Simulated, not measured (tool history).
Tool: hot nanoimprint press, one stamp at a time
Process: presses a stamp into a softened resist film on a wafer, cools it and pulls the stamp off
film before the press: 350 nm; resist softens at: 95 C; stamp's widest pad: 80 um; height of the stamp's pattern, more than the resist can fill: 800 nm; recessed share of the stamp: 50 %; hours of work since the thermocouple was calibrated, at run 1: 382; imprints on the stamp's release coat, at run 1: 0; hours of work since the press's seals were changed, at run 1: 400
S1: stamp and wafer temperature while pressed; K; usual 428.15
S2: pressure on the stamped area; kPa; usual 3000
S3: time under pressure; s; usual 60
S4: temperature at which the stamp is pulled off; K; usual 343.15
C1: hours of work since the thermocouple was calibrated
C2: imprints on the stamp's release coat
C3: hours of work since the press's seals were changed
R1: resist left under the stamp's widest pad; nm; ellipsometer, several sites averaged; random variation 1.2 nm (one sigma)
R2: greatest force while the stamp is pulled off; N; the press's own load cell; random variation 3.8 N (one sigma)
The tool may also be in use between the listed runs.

run	hour	S1	S2	S3	S4	C1	C2	C3	R1	R2
1	0.0	428.15	3000	60	343.15	382	0	400	190.3	196
2	11.1	428.15	3000	60	343.15	390	34	408	195.3	200
3	19.3	428.15	3000	60	343.15	396	60	414	191.5	197
4	36.2	428.15	3780	60	343.15	408	113	427	176.3	205
5	46.2	428.15	3780	60	343.15	416	144	434	179.7	204
6	59.2	428.15	3000	60	343.15	425	185	443	194.1	200
7	74.0	428.15	3000	60	343.15	436	231	454	196.4	205
8	87.8	428.15	3000	60	343.15	446	274	464	196.5	207
9	103.5	428.15	3000	60	343.15	457	323	475	196.4	210
10	116.9	428.15	3000	60	343.15	467	365	485	195.2	211
11	133.4	428.15	3000	60	343.15	479	416	497	196.6	221
12	143.7	428.15	3000	60	343.15	486	449	504	197.4	220
13	159.7	428.15	3000	60	343.15	498	499	516	196.1	223
14	173.4	428.15	3000	60	343.15	508	541	526	195.2	222
15	188.1	438.15	3000	60	343.15	518	587	536	116.8	230
16	203.1	430.15	4010	55	328.15	529	634	547	164.9	305
17	211.7	428.15	3000	34	343.15	535	661	553	239.4	230

The next listed run, before its measurement:
18	227.1	422.15	3000	89	348.15	546	709	565	?	?

R1: 236.2 nm
R2: 201 N
Without the tool's hidden state the same run would have given R1 211.6 nm, R2 160 N.

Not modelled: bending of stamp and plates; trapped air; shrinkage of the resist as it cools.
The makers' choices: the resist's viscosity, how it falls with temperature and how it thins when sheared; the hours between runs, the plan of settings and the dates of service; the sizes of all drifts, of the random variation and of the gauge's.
